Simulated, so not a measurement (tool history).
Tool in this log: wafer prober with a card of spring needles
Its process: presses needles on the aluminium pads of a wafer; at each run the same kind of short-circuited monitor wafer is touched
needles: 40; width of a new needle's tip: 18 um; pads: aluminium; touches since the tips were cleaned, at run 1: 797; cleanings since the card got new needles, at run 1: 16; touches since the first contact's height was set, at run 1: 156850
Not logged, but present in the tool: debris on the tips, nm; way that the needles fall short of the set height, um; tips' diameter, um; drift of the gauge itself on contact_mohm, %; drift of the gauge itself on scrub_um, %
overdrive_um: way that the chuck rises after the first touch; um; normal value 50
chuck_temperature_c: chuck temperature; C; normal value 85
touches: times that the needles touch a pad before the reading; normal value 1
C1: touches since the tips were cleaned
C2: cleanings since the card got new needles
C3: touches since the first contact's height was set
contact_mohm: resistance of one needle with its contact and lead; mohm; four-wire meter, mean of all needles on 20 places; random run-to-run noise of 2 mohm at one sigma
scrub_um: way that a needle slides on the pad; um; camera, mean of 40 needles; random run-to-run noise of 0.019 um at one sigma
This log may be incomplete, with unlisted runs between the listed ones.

run 1 day=0.000 | overdrive_um=50 chuck_temperature_c=85 touches=1 | C1=797 C2=16 C3=156850 | contact_mohm=239 scrub_um=13.31
-- day=0.688 tips cleaned on abrasive film
run 2 day=1.212 | overdrive_um=50 chuck_temperature_c=85 touches=1 | C1=6264 C2=17 C3=171294 | contact_mohm=290 scrub_um=13.28
-- day=1.575 tips cleaned on abrasive film
-- day=2.421 tips cleaned on abrasive film
run 3 day=2.679 | overdrive_um=63 chuck_temperature_c=85 touches=1 | C1=3076 C2=19 C3=188761 | contact_mohm=238 scrub_um=16.79
-- day=3.288 tips cleaned on abrasive film
-- day=4.092 tips cleaned on abrasive film
run 4 day=4.279 | overdrive_um=63 chuck_temperature_c=85 touches=1 | C1=2229 C2=21 C3=207820 | contact_mohm=238 scrub_um=16.74
-- day=4.429 height of the first contact set anew
-- day=4.904 tips cleaned on abrasive film
run 5 day=5.442 | overdrive_um=63 chuck_temperature_c=85 touches=1 | C1=6449 C2=22 C3=12056 | contact_mohm=259 scrub_um=16.50
-- day=5.721 tips cleaned on abrasive film
-- day=6.600 tips cleaned on abrasive film
run 6 day=7.325 | overdrive_um=63 chuck_temperature_c=85 touches=1 | C1=8667 C2=24 C3=34480 | contact_mohm=264 scrub_um=16.45
-- day=7.512 tips cleaned on abrasive film
-- day=8.275 tips cleaned on abrasive film
run 7 day=8.504 | overdrive_um=50 chuck_temperature_c=85 touches=1 | C1=2759 C2=26 C3=48529 | contact_mohm=268 scrub_um=12.85
-- day=9.029 tips cleaned on abrasive film
-- day=9.788 tips cleaned on abrasive film
run 8 day=10.033 | overdrive_um=42 chuck_temperature_c=85 touches=1 | C1=2966 C2=28 C3=66722 | contact_mohm=304 scrub_um=10.66
-- day=10.629 tips cleaned on abrasive film
-- day=11.471 tips cleaned on abrasive film
run 9 day=11.546 | overdrive_um=42 chuck_temperature_c=85 touches=1 | C1=878 C2=30 C3=84697 | contact_mohm=251 scrub_um=10.60
-- day=12.342 tips cleaned on abrasive film
run 10 day=12.771 | overdrive_um=42 chuck_temperature_c=85 touches=1 | C1=5155 C2=31 C3=99322 | contact_mohm=336 scrub_um=10.63
-- day=12.933 height of the first contact set anew, once more
-- day=13.121 tips cleaned on abrasive film
-- day=14.004 tips cleaned on abrasive film
run 11 day=14.150 | overdrive_um=50 chuck_temperature_c=41 touches=2 | C1=1773 C2=33 C3=14462 | contact_mohm=227 scrub_um=13.60
-- day=14.888 tips cleaned on abrasive film
run 12 day=15.438 | overdrive_um=38 chuck_temperature_c=47 touches=1 | C1=6580 C2=34 C3=29796 | contact_mohm=354 scrub_um=10.31
-- day=15.733 tips cleaned on abrasive film
-- day=16.525 tips cleaned on abrasive film
run 13 day=16.617 | overdrive_um=59 chuck_temperature_c=85 touches=1 | C1=1093 C2=36 C3=43809 | contact_mohm=230 scrub_um=15.96
-- day=17.317 tips cleaned on abrasive film
-- day=18.129 tips cleaned on abrasive film
run 14 day=18.129 | overdrive_um=66 chuck_temperature_c=40 touches=3 | C1=0 C2=38 C3=61798 | contact_mohm=197 scrub_um=17.84
-- day=18.912 tips cleaned on abrasive film
run 15 day=19.575 | overdrive_um=51 chuck_temperature_c=49 touches=3 | C1=7930 C2=39 C3=79047 | contact_mohm=234 scrub_um=13.76
-- day=19.717 tips cleaned on abrasive film
-- day=20.475 tips cleaned on abrasive film
-- day=21.262 tips cleaned on abrasive film
run 16 day=21.396 | overdrive_um=50 chuck_temperature_c=44 touches=1 | C1=1629 C2=42 C3=100724 | contact_mohm=241 scrub_um=13.43
-- day=22.042 tips cleaned on abrasive film
-- day=22.838 tips cleaned on abrasive film
run 17 day=23.425 | overdrive_um=63 chuck_temperature_c=34 touches=3 | C1=7044 C2=44 C3=124924 | contact_mohm=217 scrub_um=16.96
-- day=23.583 tips cleaned on abrasive film
-- day=24.425 tips cleaned on abrasive film
-- day=25.225 tips cleaned on abrasive film
run 18 day=25.488 | overdrive_um=53 chuck_temperature_c=75 touches=1 | C1=3094 C2=47 C3=149414 | contact_mohm=256 scrub_um=14.14
-- day=26.033 tips cleaned on abrasive film
-- day=26.812 tips cleaned on abrasive film
run 19 day=27.446 | overdrive_um=53 chuck_temperature_c=75 touches=1 | C1=7565 C2=49 C3=172776 | contact_mohm=293 scrub_um=14.11

Each row is a separate what-if for the run after 19, all from the same tool condition, not one after another. Results?
-- day=27.600 tips cleaned on abrasive film
-- day=28.450 tips cleaned on abrasive film
run A day=28.762 | overdrive_um=53 chuck_temperature_c=75 touches=1 | C1=3731 C2=51 C3=188439 | contact_mohm=? scrub_um=?
-- day=27.600 tips cleaned on abrasive film
-- day=28.450 tips cleaned on abrasive film
run B day=28.762 | overdrive_um=50 chuck_temperature_c=77 touches=2 | C1=3731 C2=51 C3=188439 | contact_mohm=? scrub_um=?
-- day=27.600 tips cleaned on abrasive film
-- day=28.450 tips cleaned on abrasive film
run C day=28.762 | overdrive_um=33 chuck_temperature_c=37 touches=2 | C1=3731 C2=51 C3=188439 | contact_mohm=? scrub_um=?
-- day=27.600 tips cleaned on abrasive film
-- day=28.450 tips cleaned on abrasive film
run D day=28.762 | overdrive_um=53 chuck_temperature_c=54 touches=1 | C1=3731 C2=51 C3=188439 | contact_mohm=? scrub_um=?
-- day=27.600 tips cleaned on abrasive film
-- day=28.450 tips cleaned on abrasive film
run E day=28.762 | overdrive_um=31 chuck_temperature_c=28 touches=2 | C1=3731 C2=51 C3=188439 | contact_mohm=? scrub_um=?

run=A contact_mohm=269 scrub_um=14.08
run=B contact_mohm=253 scrub_um=13.27
run=C contact_mohm=314 scrub_um=8.61
run=D contact_mohm=265 scrub_um=14.06
run=E contact_mohm=325 scrub_um=8.08
With the hidden condition removed and each run's random variation left untouched, the same runs would have given:
run=A contact_mohm=209 scrub_um=14.47
run=B contact_mohm=212 scrub_um=13.66
run=C contact_mohm=216 scrub_um=9.00
run=D contact_mohm=204 scrub_um=14.44
run=E contact_mohm=213 scrub_um=8.46
